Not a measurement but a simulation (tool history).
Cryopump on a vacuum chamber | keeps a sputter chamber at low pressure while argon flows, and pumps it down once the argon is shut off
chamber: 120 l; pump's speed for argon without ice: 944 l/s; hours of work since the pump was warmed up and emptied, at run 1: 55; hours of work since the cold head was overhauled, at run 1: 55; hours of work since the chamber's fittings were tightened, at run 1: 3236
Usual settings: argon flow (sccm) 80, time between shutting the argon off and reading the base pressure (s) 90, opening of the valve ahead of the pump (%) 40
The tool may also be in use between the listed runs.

run	hour	argon flow (sccm)	time between shutting the argon off and reading the base pressure (s)	opening of the valve ahead of the pump (%)	hours of work since the pump was warmed up and emptied	hours of work since the cold head was overhauled	hours of work since the chamber's fittings were tightened	pressure while argon flows (Pa)	pressure after the wait (uPa)
1	0.0	80	90	40	55	55	3236	0.3621	2.33
2	23.7	80	90	40	66	66	3247	0.3614	2.32
3	35.8	80	90	21	71	71	3253	0.6839	2.28
4	49.3	80	90	21	77	77	3259	0.6903	2.31
5	66.2	80	90	40	85	85	3266	0.3623	2.34
6	86.1	80	90	40	94	94	3275	0.3647	2.38
7	101.6	80	90	40	101	101	3283	0.3651	2.36
8	120.8	80	90	40	110	110	3291	0.3653	2.36
9	137.3	80	90	40	117	117	3299	0.3668	2.32
10	150.2	76	90	40	123	123	3305	0.3457	2.39
11	168.9	76	90	40	132	132	3313	0.3482	2.36
12	179.7	80	90	40	137	137	3318	0.3686	2.32
13	192.6	80	90	27	142	142	3324	0.5384	2.40
14	209.3	80	90	27	150	150	3332	0.5431	2.42
15	221.1	80	90	29	155	155	3337	0.5031	2.37
16	240.3	51	211	43	164	164	3346	0.2212	1.74
17	259.4	43	90	40	173	173	3354	0.1974	2.36
18	271.9	43	90	40	179	179	3360	0.1975	2.44
19	286.0	37	111	40	185	185	3367	0.1721	2.19
20	306.1	44	22	31	194	194	3376	0.2622	5.79
21	316.9	119	90	16	199	199	3381	1.3464	2.36
22	329.4	33	72	16	205	205	3386	0.3746	2.66
23	354.2	52	90	37	216	216	3398	0.2602	2.38

Forecast each of these 5 alternatives for the next run:
A	372.5	33	38	53	224	224	3406	?	?
B	372.5	52	45	21	224	224	3406	?	?
C	372.5	34	129	16	224	224	3406	?	?
D	372.5	80	299	53	224	224	3406	?	?
E	372.5	97	90	40	224	224	3406	?	?

run	pressure while argon flows (Pa)	pressure after the wait (uPa)
A	0.1188	3.94
B	0.4526	3.60
C	0.3853	2.22
D	0.2870	1.63
E	0.4511	2.35
Without the tool's hidden state the same runs would have given:
run	pressure while argon flows (Pa)	pressure after the wait (uPa)
A	0.1124	2.94
B	0.4425	2.59
C	0.3788	1.18
D	0.2713	0.62
E	0.4323	1.37
